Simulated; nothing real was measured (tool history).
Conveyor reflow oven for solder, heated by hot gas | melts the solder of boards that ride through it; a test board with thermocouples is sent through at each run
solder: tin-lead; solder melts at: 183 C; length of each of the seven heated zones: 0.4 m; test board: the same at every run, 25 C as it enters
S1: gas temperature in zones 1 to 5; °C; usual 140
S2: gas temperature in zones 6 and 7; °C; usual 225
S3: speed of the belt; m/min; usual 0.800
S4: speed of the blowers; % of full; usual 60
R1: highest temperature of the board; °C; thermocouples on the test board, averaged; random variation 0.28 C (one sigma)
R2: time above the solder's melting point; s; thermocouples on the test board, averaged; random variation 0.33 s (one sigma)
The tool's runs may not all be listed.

run 1 hour=0.0 | S1=140 S2=225 S3=0.800 S4=60 | R1=203.4 R2=33.0
run 2 hour=101.3 | S1=136 S2=225 S3=0.800 S4=60 | R1=201.6 R2=29.9
run 3 hour=173.1 | S1=136 S2=225 S3=0.800 S4=60 | R1=201.4 R2=30.0
run 4 hour=223.9 | S1=140 S2=225 S3=0.800 S4=78 | R1=207.4 R2=38.3
run 5 hour=290.4 | S1=140 S2=225 S3=0.800 S4=78 | R1=207.2 R2=38.4
run 6 hour=373.3 | S1=140 S2=225 S3=0.800 S4=60 | R1=201.3 R2=31.4
run 7 hour=437.5 | S1=140 S2=225 S3=0.800 S4=60 | R1=200.9 R2=31.1
-- hour=461.9 belt drive overhauled, speed set with a stopwatch
run 8 hour=520.8 | S1=140 S2=225 S3=0.800 S4=60 | R1=200.6 R2=29.5
-- hour=571.4 flux residue cleaned out of gas plates and filters
run 9 hour=604.8 | S1=140 S2=225 S3=0.800 S4=60 | R1=202.6 R2=32.5
run 10 hour=656.5 | S1=140 S2=225 S3=0.800 S4=60 | R1=202.2 R2=32.5
run 11 hour=736.9 | S1=140 S2=225 S3=0.800 S4=60 | R1=201.7 R2=32.2
-- hour=759.5 thermocouples of zones 6 and 7 changed
run 12 hour=817.8 | S1=140 S2=225 S3=0.703 S4=60 | R1=206.7 R2=43.6
run 13 hour=892.5 | S1=140 S2=234 S3=0.703 S4=60 | R1=213.7 R2=49.4
run 14 hour=981.7 | S1=140 S2=234 S3=0.703 S4=60 | R1=213.5 R2=48.7
run 15 hour=1079.8 | S1=140 S2=234 S3=0.703 S4=62 | R1=213.7 R2=49.0
-- hour=1144.0 flux residue cleaned out of gas plates and filters
run 16 hour=1148.7 | S1=140 S2=225 S3=0.800 S4=60 | R1=203.6 R2=33.5
run 17 hour=1240.7 | S1=154 S2=225 S3=0.944 S4=60 | R1=201.0 R2=29.2
run 18 hour=1327.2 | S1=145 S2=225 S3=0.857 S4=60 | R1=201.6 R2=30.4
run 19 hour=1412.9 | S1=145 S2=225 S3=0.857 S4=60 | R1=200.8 R2=29.8
run 20 hour=1491.0 | S1=140 S2=225 S3=0.753 S4=53 | R1=201.1 R2=33.4
run 21 hour=1555.7 | S1=136 S2=225 S3=0.844 S4=53 | R1=195.2 R2=20.9
run 22 hour=1643.2 | S1=128 S2=225 S3=0.800 S4=64 | R1=199.1 R2=26.7
run 23 hour=1701.3 | S1=128 S2=224 S3=0.800 S4=82 | R1=203.7 R2=31.9
-- hour=1710.6 flux residue cleaned out of gas plates and filters
run 24 hour=1799.1 | S1=140 S2=228 S3=0.800 S4=73 | R1=209.5 R2=40.9
run 25 hour=1896.2 | S1=140 S2=225 S3=0.875 S4=77 | R1=204.5 R2=32.4
run 26 hour=1984.0 | S1=140 S2=225 S3=0.875 S4=77 | R1=204.3 R2=32.6
run 27 hour=2079.3 | S1=155 S2=225 S3=0.795 S4=77 | R1=210.0 R2=46.8
run 28 hour=2130.6 | S1=140 S2=225 S3=0.720 S4=55 | R1=203.3 R2=37.3
run 29 hour=2214.5 | S1=132 S2=226 S3=0.825 S4=60 | R1=198.2 R2=25.0
-- hour=2278.2 flux residue cleaned out of gas plates and filters
-- hour=2287.2 belt drive overhauled, speed set with a stopwatch
run 30 hour=2294.7 | S1=140 S2=214 S3=0.800 S4=60 | R1=194.0 R2=22.4
run 31 hour=2353.2 | S1=148 S2=216 S3=0.858 S4=60 | R1=194.8 R2=23.4

3 ways to go on from here, each from the tool as it stands after run 31. What would each give?
run A hour=2397.9 | S1=150 S2=216 S3=0.858 S4=60 | R1=? R2=?
run B hour=2397.9 | S1=140 S2=213 S3=0.800 S4=88 | R1=? R2=?
run C hour=2397.9 | S1=148 S2=240 S3=0.858 S4=66 | R1=? R2=?

run=A R1=195.4 R2=25.1
run=B R1=200.6 R2=31.8
run=C R1=216.0 R2=42.4
Without the tool's hidden state the same runs would have given:
run=A R1=196.8 R2=27.1
run=B R1=202.1 R2=33.6
run=C R1=217.6 R2=43.4
